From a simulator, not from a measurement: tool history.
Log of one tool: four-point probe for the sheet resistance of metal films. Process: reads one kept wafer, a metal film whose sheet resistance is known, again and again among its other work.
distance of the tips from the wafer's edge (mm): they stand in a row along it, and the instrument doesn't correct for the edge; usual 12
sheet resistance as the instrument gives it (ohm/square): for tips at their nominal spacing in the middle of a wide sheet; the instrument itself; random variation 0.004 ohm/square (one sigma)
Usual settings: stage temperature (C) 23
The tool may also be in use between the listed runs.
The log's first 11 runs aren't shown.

| run | hour | stage temperature (C) | distance of the tips from the wafer's edge (mm) | touches since the probe head was changed | hours of work since the stage's thermometer was calibrated | sheet resistance as the instrument gives it (ohm/square) |
|---|---|---|---|---|---|---|
| 12 | 744.2 | 25 | 12 | 45161 | 334 | 20.008579 |
| 13 | 835.8 | 25 | 12 | 47022 | 403 | 20.012126 |
| 14 | 875.9 | 23 | 12 | 47836 | 433 | 20.036357 |
| 15 | 919.2 | 23 | 12 | 48716 | 465 | 20.032785 |
| 16 | 1011.4 | 23 | 12 | 50588 | 534 | 20.035847 |
| 17 | 1061.2 | 24 | 12 | 51600 | 571 | 20.019478 |
| 18 | 1119.8 | 24 | 3 | 52791 | 615 | 20.459765 |
| 19 | 1182.4 | 24 | 3 | 54062 | 662 | 20.472811 |
| 20 | 1260.5 | 32 | 15 | 55651 | 720 | 19.897452 |
| 21 | 1334.3 | 32 | 15 | 57149 | 775 | 19.902051 |
| 22 | 1420.5 | 30 | 12 | 58901 | 840 | 19.938700 |
| 23 | 1497.6 | 20 | 19 | 60466 | 898 | 20.061720 |
| 24 | 1554.6 | 30 | 5 | 61625 | 940 | 20.082054 |
| 25 | 1605.3 | 24 | 7 | 62656 | 978 | 20.077359 |
| 26 | 1683.9 | 20 | 75 | 64253 | 1037 | 20.050825 |
| 27 | 1722.3 | 29 | 20 | 65031 | 1066 | 19.934607 |
| 28 | 1789.3 | 22 | 12 | 66392 | 1116 | 20.044624 |
| 29 | 1827.0 | 22 | 12 | 67159 | 1144 | 20.046706 |
| 30 | 1903.9 | 30 | 4 | 68722 | 1202 | 20.179494 |
| 31 | 1954.9 | 19 | 50 | 69758 | 1240 | 20.061982 |
| 32 | 2039.5 | 21 | 49 | 71477 | 1303 | 20.046638 |
| 33 | 2100.7 | 27 | 37 | 72719 | 1349 | 19.954446 |

4 ways to go on from here, each from the tool as it stands after run 33. What would each give?
| A | 2162.9 | 24 | 5 | 73984 | 1395 | ? |
| B | 2162.9 | 22 | 12 | 73984 | 1395 | ? |
| C | 2162.9 | 27 | 22 | 73984 | 1395 | ? |
| D | 2162.9 | 27 | 13 | 73984 | 1395 | ? |

| run | sheet resistance as the instrument gives it (ohm/square) |
|---|---|
| A | 20.161260 |
| B | 20.051051 |
| C | 19.954371 |
| D | 19.975559 |
Without the tool's hidden state the same runs would have given:
| run | sheet resistance as the instrument gives it (ohm/square) |
|---|---|
| A | 20.162045 |
| B | 20.051830 |
| C | 19.955151 |
| D | 19.976341 |
